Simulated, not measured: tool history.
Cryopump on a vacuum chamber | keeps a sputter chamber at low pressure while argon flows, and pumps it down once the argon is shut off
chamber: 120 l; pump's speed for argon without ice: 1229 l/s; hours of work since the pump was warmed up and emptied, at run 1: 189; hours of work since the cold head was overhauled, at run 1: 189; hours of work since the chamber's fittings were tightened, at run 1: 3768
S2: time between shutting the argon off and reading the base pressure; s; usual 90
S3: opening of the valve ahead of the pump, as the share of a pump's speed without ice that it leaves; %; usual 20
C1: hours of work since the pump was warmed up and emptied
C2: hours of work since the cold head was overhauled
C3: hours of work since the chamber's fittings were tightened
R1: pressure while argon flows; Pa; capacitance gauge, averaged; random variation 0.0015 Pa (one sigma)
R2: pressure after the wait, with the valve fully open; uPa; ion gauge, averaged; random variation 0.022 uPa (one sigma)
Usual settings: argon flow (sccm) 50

{"run": 1, "hour": 0.0, "argon flow (sccm)": 50, "S2": 90, "S3": 20, "C1": 189, "C2": 189, "C3": 3768, "R1": 0.3517, "R2": 2.86}
{"run": 2, "hour": 17.0, "argon flow (sccm)": 50, "S2": 90, "S3": 20, "C1": 200, "C2": 200, "C3": 3778, "R1": 0.3543, "R2": 2.85}
{"run": 3, "hour": 27.8, "argon flow (sccm)": 50, "S2": 90, "S3": 20, "C1": 206, "C2": 206, "C3": 3785, "R1": 0.3559, "R2": 2.82}
{"run": 4, "hour": 43.4, "argon flow (sccm)": 35, "S2": 90, "S3": 20, "C1": 216, "C2": 216, "C3": 3794, "R1": 0.2476, "R2": 2.91}
{"hour": 47.0, "done": "leaking fittings of the chamber tightened, without venting"}
{"run": 5, "hour": 56.7, "argon flow (sccm)": 35, "S2": 90, "S3": 19, "C1": 223, "C2": 223, "C3": 6, "R1": 0.2596, "R2": 0.76}
{"run": 6, "hour": 81.0, "argon flow (sccm)": 34, "S2": 90, "S3": 20, "C1": 237, "C2": 237, "C3": 21, "R1": 0.2421, "R2": 0.71}
{"run": 7, "hour": 98.0, "argon flow (sccm)": 89, "S2": 47, "S3": 23, "C1": 248, "C2": 248, "C3": 31, "R1": 0.5505, "R2": 1.12}
{"run": 8, "hour": 115.2, "argon flow (sccm)": 89, "S2": 47, "S3": 23, "C1": 258, "C2": 258, "C3": 41, "R1": 0.5562, "R2": 1.14}
{"run": 9, "hour": 137.2, "argon flow (sccm)": 62, "S2": 22, "S3": 20, "C1": 271, "C2": 271, "C3": 55, "R1": 0.4418, "R2": 2.17}
{"run": 10, "hour": 154.7, "argon flow (sccm)": 38, "S2": 22, "S3": 20, "C1": 282, "C2": 282, "C3": 65, "R1": 0.2703, "R2": 2.15}

Hidden state or all else? Some run-to-run changes of R1, split into what the settings, what came in and random variation would give without the hidden state, and what is left for the hidden state (with any gauge scatter that isn't in both results):
The hidden state here: pump's speed, % of a pump's without ice; cold plate's temperature, K; leak into the chamber, uPa l/s; drift of the gauge itself on working_pa, %; drift of the gauge itself on base_upa, %.
Run 6 -> 7: argon flow (sccm) 34 -> 89, S2 90 -> 47, S3 20 -> 23. R1 +0.3084 Pa: hidden state +0.0132, all else +0.2952.

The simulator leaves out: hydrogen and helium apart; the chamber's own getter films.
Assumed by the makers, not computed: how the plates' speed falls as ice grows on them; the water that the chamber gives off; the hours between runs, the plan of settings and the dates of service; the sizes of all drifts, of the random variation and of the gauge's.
